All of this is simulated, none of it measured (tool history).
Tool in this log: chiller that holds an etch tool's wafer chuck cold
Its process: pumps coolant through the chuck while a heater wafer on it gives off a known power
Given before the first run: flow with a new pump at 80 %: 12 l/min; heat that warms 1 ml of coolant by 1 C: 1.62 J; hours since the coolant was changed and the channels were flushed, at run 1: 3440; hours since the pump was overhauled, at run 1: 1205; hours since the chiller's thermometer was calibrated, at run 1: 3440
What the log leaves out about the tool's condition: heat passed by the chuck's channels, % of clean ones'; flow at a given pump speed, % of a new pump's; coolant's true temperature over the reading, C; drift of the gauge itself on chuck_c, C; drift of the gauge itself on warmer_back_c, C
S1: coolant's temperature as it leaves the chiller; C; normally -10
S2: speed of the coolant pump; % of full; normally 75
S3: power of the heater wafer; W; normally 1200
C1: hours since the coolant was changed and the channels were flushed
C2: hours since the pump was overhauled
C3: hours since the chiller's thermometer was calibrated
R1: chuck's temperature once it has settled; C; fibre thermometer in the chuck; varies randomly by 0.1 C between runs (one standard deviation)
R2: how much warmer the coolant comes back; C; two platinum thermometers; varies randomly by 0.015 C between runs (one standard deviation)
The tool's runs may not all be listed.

| run | hour | S1 | S2 | S3 | C1 | C2 | C3 | R1 | R2 |
|---|---|---|---|---|---|---|---|---|---|
| 1 | 0 | -10 | 75 | 1200 | 3440 | 1205 | 3440 | -1.8 | 3.97 |
| 2 | 187 | -11 | 75 | 1200 | 3627 | 1392 | 3627 | -2.8 | 4.01 |
| 3 | 309.1 | -11 | 75 | 1200 | 3749 | 1514 | 3749 | -2.6 | 4.06 |
| 4 | 539.3 | -10 | 78 | 1200 | 3980 | 1745 | 3980 | -2 | 3.91 |
| 5 | 663 | -10 | 96 | 1200 | 4103 | 1868 | 4103 | -3.5 | 3.19 |
| 6 | 878.4 | -10 | 96 | 631 | 4319 | 2084 | 4319 | -6.5 | 1.8 |
| 7 | 1034.6 | -3 | 75 | 1200 | 4475 | 2240 | 4475 | 5.3 | 4.16 |
| 8 | 1186.9 | -10 | 80 | 1200 | 4627 | 2392 | 4627 | -2.1 | 3.97 |
| 9 | 1284.3 | -10 | 80 | 1029 | 4725 | 2490 | 4725 | -3.4 | 3.51 |
| 10 | 1396.3 | -10 | 75 | 1580 | 4837 | 2602 | 4837 | 0.8 | 5.51 |
| 11 | 1510.2 | -19 | 75 | 1580 | 4951 | 2715 | 4951 | -8 | 5.56 |
| 12 | 1715.9 | -18 | 75 | 1200 | 5156 | 2921 | 5156 | -9.7 | 4.35 |
| 13 | 1916.4 | -18 | 75 | 1200 | 5357 | 3122 | 5357 | -9.5 | 4.36 |
|  | 2085.6 | gauge calibrated |
| 14 | 2090.7 | -10 | 75 | 1200 | 5531 | 3296 | 5531 | -1.6 | 3.95 |
|  | 2164.9 | chiller's thermometer calibrated |
|  | 2190.4 | coolant changed, channels flushed |
| 15 | 2229.4 | -10 | 75 | 1200 | 39 | 3428 | 59 | -1.7 | 3.99 |
| 16 | 2378.1 | -10 | 75 | 1200 | 188 | 3576 | 207 | -1.6 | 4.05 |
| 17 | 2573.4 | -10 | 97 | 609 | 383 | 3772 | 402 | -6.5 | 1.62 |
| 18 | 2687.5 | -10 | 79 | 609 | 497 | 3886 | 517 | -6 | 2.04 |
| 19 | 2863.1 | -10 | 93 | 920 | 673 | 4061 | 692 | -4.9 | 2.55 |
| 20 | 3098 | -10 | 93 | 920 | 908 | 4296 | 927 | -4.8 | 2.62 |
| 21 | 3258.3 | -18 | 84 | 851 | 1068 | 4457 | 1087 | -12.6 | 2.75 |
| 22 | 3364 | -5 | 99 | 825 | 1174 | 4562 | 1193 | -0.5 | 2.29 |
| 23 | 3577.2 | -5 | 99 | 825 | 1387 | 4775 | 1406 | -0.8 | 2.34 |
| 24 | 3774.8 | -7 | 71 | 1200 | 1584 | 4973 | 1604 | 1.8 | 4.56 |
| 25 | 3963.8 | -12 | 75 | 1213 | 1773 | 5162 | 1793 | -3.6 | 4.44 |
| 26 | 4183.4 | -10 | 78 | 1070 | 1993 | 5382 | 2013 | -2.9 | 3.82 |
| 27 | 4414.4 | -7 | 78 | 1070 | 2224 | 5613 | 2244 | 0.2 | 3.91 |
| 28 | 4576.6 | -16 | 75 | 867 | 2386 | 5775 | 2406 | -10.1 | 3.4 |
| 29 | 4807.1 | -15 | 75 | 891 | 2617 | 6005 | 2636 | -8.8 | 3.53 |
| 30 | 4960.6 | -10 | 73 | 1043 | 2770 | 6159 | 2790 | -2.5 | 4.17 |
| 31 | 5088.4 | -10 | 73 | 1043 | 2898 | 6287 | 2918 | -2.7 | 4.19 |

Across each entry between runs, compare the hidden state at the last listed run before it with the hidden state at the first listed run after it:
Between runs 13 and 14: gauge calibrated (hour 2085.6)
  drift of the gauge itself on warmer_back_c, C: 0.42 -> 0
  what was measured, less what the result would be without the hidden state, R2: +0.42 -> +0 C
Between runs 14 and 15: chiller's thermometer calibrated (hour 2164.9); coolant changed, channels flushed (hour 2190.4)
  heat passed by the chuck's channels, % of clean ones': 99.8 -> 100; coolant's true temperature over the reading, C: 0.01 -> 0; drift of the gauge itself on warmer_back_c, C: 0 -> 0.03
  what was measured, less what the result would be without the hidden state, R2: +0 -> +0.03 C

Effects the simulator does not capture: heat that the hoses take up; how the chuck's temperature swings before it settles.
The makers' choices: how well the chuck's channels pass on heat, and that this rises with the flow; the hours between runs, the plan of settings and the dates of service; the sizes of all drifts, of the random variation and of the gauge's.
